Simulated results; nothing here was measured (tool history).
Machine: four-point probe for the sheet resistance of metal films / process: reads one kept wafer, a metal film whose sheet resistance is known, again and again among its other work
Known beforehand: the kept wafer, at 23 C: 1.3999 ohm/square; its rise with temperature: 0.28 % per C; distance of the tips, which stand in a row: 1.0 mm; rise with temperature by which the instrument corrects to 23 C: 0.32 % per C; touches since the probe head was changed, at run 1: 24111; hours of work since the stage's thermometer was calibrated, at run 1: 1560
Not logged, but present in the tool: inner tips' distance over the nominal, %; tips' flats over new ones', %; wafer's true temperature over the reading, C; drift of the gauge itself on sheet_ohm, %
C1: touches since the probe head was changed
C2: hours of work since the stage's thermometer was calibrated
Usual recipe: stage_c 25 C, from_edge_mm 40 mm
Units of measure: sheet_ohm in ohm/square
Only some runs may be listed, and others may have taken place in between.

run 1 hour=0 | stage_c=25 from_edge_mm=40 | C1=24111 C2=1560 | sheet_ohm=1.401396
run 2 hour=22.5 | stage_c=25 from_edge_mm=25 | C1=24822 C2=1574 | sheet_ohm=1.402516
run 3 hour=37.6 | stage_c=25 from_edge_mm=25 | C1=25298 C2=1583 | sheet_ohm=1.402817
run 4 hour=51.6 | stage_c=25 from_edge_mm=25 | C1=25741 C2=1592 | sheet_ohm=1.402475
run 5 hour=64.5 | stage_c=25 from_edge_mm=72 | C1=26147 C2=1599 | sheet_ohm=1.401184
run 6 hour=81.4 | stage_c=25 from_edge_mm=72 | C1=26679 C2=1610 | sheet_ohm=1.401865
run 7 hour=103.9 | stage_c=25 from_edge_mm=72 | C1=27392 C2=1623 | sheet_ohm=1.401446
run 8 hour=123 | stage_c=25 from_edge_mm=72 | C1=27993 C2=1635 | sheet_ohm=1.40174
-- hour=133.5 stage's thermometer calibrated
run 9 hour=140.3 | stage_c=25 from_edge_mm=72 | C1=28524 C2=4 | sheet_ohm=1.402845
run 10 hour=159.4 | stage_c=25 from_edge_mm=72 | C1=29125 C2=16 | sheet_ohm=1.403014
run 11 hour=173.5 | stage_c=25 from_edge_mm=72 | C1=29570 C2=24 | sheet_ohm=1.403117
run 12 hour=185.8 | stage_c=25 from_edge_mm=72 | C1=29958 C2=32 | sheet_ohm=1.402937
run 13 hour=206.1 | stage_c=25 from_edge_mm=72 | C1=30601 C2=44 | sheet_ohm=1.403181
run 14 hour=221 | stage_c=25 from_edge_mm=72 | C1=31070 C2=53 | sheet_ohm=1.402593
run 15 hour=245.1 | stage_c=25 from_edge_mm=72 | C1=31830 C2=68 | sheet_ohm=1.402942
run 16 hour=264.2 | stage_c=18 from_edge_mm=40 | C1=32435 C2=79 | sheet_ohm=1.406991
run 17 hour=285.5 | stage_c=25 from_edge_mm=40 | C1=33106 C2=92 | sheet_ohm=1.403357
run 18 hour=296.4 | stage_c=25 from_edge_mm=40 | C1=33451 C2=99 | sheet_ohm=1.403283
run 19 hour=310 | stage_c=25 from_edge_mm=40 | C1=33880 C2=107 | sheet_ohm=1.403803
run 20 hour=329.4 | stage_c=25 from_edge_mm=40 | C1=34492 C2=119 | sheet_ohm=1.403912
run 21 hour=349.7 | stage_c=25 from_edge_mm=40 | C1=35132 C2=131 | sheet_ohm=1.403839
run 22 hour=375.4 | stage_c=19 from_edge_mm=40 | C1=35944 C2=147 | sheet_ohm=1.406642
run 23 hour=392.8 | stage_c=25 from_edge_mm=4 | C1=36492 C2=157 | sheet_ohm=1.448724
run 24 hour=417.1 | stage_c=25 from_edge_mm=4 | C1=37260 C2=172 | sheet_ohm=1.448812
run 25 hour=429.3 | stage_c=34 from_edge_mm=7 | C1=37645 C2=179 | sheet_ohm=1.414332
run 26 hour=453.9 | stage_c=29 from_edge_mm=19 | C1=38421 C2=194 | sheet_ohm=1.404073
run 27 hour=473.8 | stage_c=31 from_edge_mm=7 | C1=39049 C2=206 | sheet_ohm=1.415726
run 28 hour=494.6 | stage_c=31 from_edge_mm=7 | C1=39704 C2=219 | sheet_ohm=1.416144
run 29 hour=509.1 | stage_c=35 from_edge_mm=40 | C1=40163 C2=228 | sheet_ohm=1.399856
run 30 hour=523.5 | stage_c=20 from_edge_mm=28 | C1=40617 C2=236 | sheet_ohm=1.406943
run 31 hour=534 | stage_c=30 from_edge_mm=28 | C1=40947 C2=243 | sheet_ohm=1.402389
run 32 hour=546.6 | stage_c=30 from_edge_mm=28 | C1=41345 C2=250 | sheet_ohm=1.402239
run 33 hour=566.7 | stage_c=29 from_edge_mm=13 | C1=41979 C2=263 | sheet_ohm=1.406263
run 34 hour=592.8 | stage_c=18 from_edge_mm=12 | C1=42803 C2=278 | sheet_ohm=1.412724
run 35 hour=603.2 | stage_c=23 from_edge_mm=7 | C1=43132 C2=285 | sheet_ohm=1.420112
run 36 hour=619.7 | stage_c=23 from_edge_mm=7 | C1=43654 C2=295 | sheet_ohm=1.420131
run 37 hour=638.8 | stage_c=32 from_edge_mm=40 | C1=44256 C2=306 | sheet_ohm=1.401564
run 38 hour=650.8 | stage_c=26 from_edge_mm=5 | C1=44635 C2=313 | sheet_ohm=1.433392
run 39 hour=664.5 | stage_c=27 from_edge_mm=40 | C1=45068 C2=322 | sheet_ohm=1.40341
run 40 hour=687.6 | stage_c=34 from_edge_mm=4 | C1=45796 C2=336 | sheet_ohm=1.445322
run 41 hour=713.7 | stage_c=33 from_edge_mm=4 | C1=46620 C2=352 | sheet_ohm=1.445518
run 42 hour=729.6 | stage_c=30 from_edge_mm=4 | C1=47120 C2=361 | sheet_ohm=1.446892
run 43 hour=751.7 | stage_c=30 from_edge_mm=4 | C1=47817 C2=375 | sheet_ohm=1.44725
run 44 hour=773.4 | stage_c=30 from_edge_mm=4 | C1=48505 C2=388 | sheet_ohm=1.447241
run 45 hour=784.4 | stage_c=26 from_edge_mm=15 | C1=48849 C2=394 | sheet_ohm=1.406883
run 46 hour=809.2 | stage_c=26 from_edge_mm=15 | C1=49632 C2=409 | sheet_ohm=1.407153

3 options for the next run, each taken on its own from the tool as it stands now. Forecast them:
run A hour=828.1 | stage_c=26 from_edge_mm=49 | C1=50230 C2=421 | sheet_ohm=?
run B hour=828.1 | stage_c=27 from_edge_mm=15 | C1=50230 C2=421 | sheet_ohm=?
run C hour=828.1 | stage_c=21 from_edge_mm=15 | C1=50230 C2=421 | sheet_ohm=?

run=A sheet_ohm=1.404535
run=B sheet_ohm=1.406752
run=C sheet_ohm=1.409969
With the hidden condition removed and each run's random variation left untouched, the same runs would have given:
run=A sheet_ohm=1.399026
run=B sheet_ohm=1.401235
run=C sheet_ohm=1.404436
